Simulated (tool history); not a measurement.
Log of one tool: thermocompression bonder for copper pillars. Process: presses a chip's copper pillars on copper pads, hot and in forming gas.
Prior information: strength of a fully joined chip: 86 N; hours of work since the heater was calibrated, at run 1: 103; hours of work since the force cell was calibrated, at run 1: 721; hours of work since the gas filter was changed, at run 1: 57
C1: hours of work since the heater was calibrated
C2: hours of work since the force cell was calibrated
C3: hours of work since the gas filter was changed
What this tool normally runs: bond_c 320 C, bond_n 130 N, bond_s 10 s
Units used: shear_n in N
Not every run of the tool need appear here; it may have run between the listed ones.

Run 1, hour 0: usual settings; C1 103; C2 721; C3 57. Result: shear_n 52.7 N.
Run 2, hour 4.9: usual settings; C1 106; C2 725; C3 61. Result: shear_n 52.7 N.
Run 3, hour 10.7: usual settings but bond_n 185 N; C1 111; C2 729; C3 65. Result: shear_n 62.1 N.
Run 4, hour 17: usual settings but bond_n 185 N; C1 115; C2 734; C3 70. Result: shear_n 63 N.
Run 5, hour 27.7: usual settings but bond_n 185 N; C1 123; C2 742; C3 78. Result: shear_n 62.3 N.
Run 6, hour 36.3: usual settings but bond_n 96 N; C1 130; C2 748; C3 84. Result: shear_n 42.4 N.
Run 7, hour 42.6: usual settings; C1 135; C2 753; C3 89. Result: shear_n 51.2 N.
Run 8, hour 52.3: usual settings; C1 142; C2 760; C3 96. Result: shear_n 51.4 N.
Run 9, hour 57.1: usual settings but bond_c 313 C, bond_n 135 N, bond_s 19 s; C1 145; C2 764; C3 100. Result: shear_n 59.3 N.
Run 10, hour 62.5: usual settings but bond_c 308 C, bond_n 114 N; C1 150; C2 768; C3 104. Result: shear_n 42.9 N.
Run 11, hour 71: usual settings but bond_c 349 C, bond_n 123 N, bond_s 19 s; C1 156; C2 774; C3 110. Result: shear_n 68.4 N.
Run 12, hour 77.7: usual settings but bond_n 107 N, bond_s 12 s; C1 161; C2 779; C3 115. Result: shear_n 47.8 N.
Run 13, hour 88.6: usual settings but bond_c 312 C, bond_s 27 s; C1 169; C2 787; C3 123. Result: shear_n 62 N.
Run 14, hour 96.2: usual settings but bond_c 312 C, bond_n 89 N, bond_s 9 s; C1 175; C2 793; C3 129. Result: shear_n 35.7 N.
At hour 105.7: forming gas filter changed.
Run 15, hour 107.9: usual settings but bond_c 312 C, bond_n 89 N, bond_s 9 s; C1 183; C2 801; C3 2. Result: shear_n 39 N.

Below are 3 alternative next runs, each starting from the tool's condition after run 15. Predict each:
Run A, hour 117.1: usual settings but bond_c 341 C, bond_n 159 N, bond_s 22 s; C1 190; C2 808; C3 9. Result: shear_n ?.
Run B, hour 117.1: usual settings but bond_c 312 C, bond_n 89 N, bond_s 19 s; C1 190; C2 808; C3 9. Result: shear_n ?.
Run C, hour 117.1: usual settings but bond_c 331 C, bond_n 192 N, bond_s 9 s; C1 190; C2 808; C3 9. Result: shear_n ?.

run  shear_n
  A     77.1
  B     49.5
  C     68.9
Take away the tool's hidden state, keep each run's random variation, and the runs would have read:
run  shear_n
  A     75.5
  B     46.4
  C     66.4
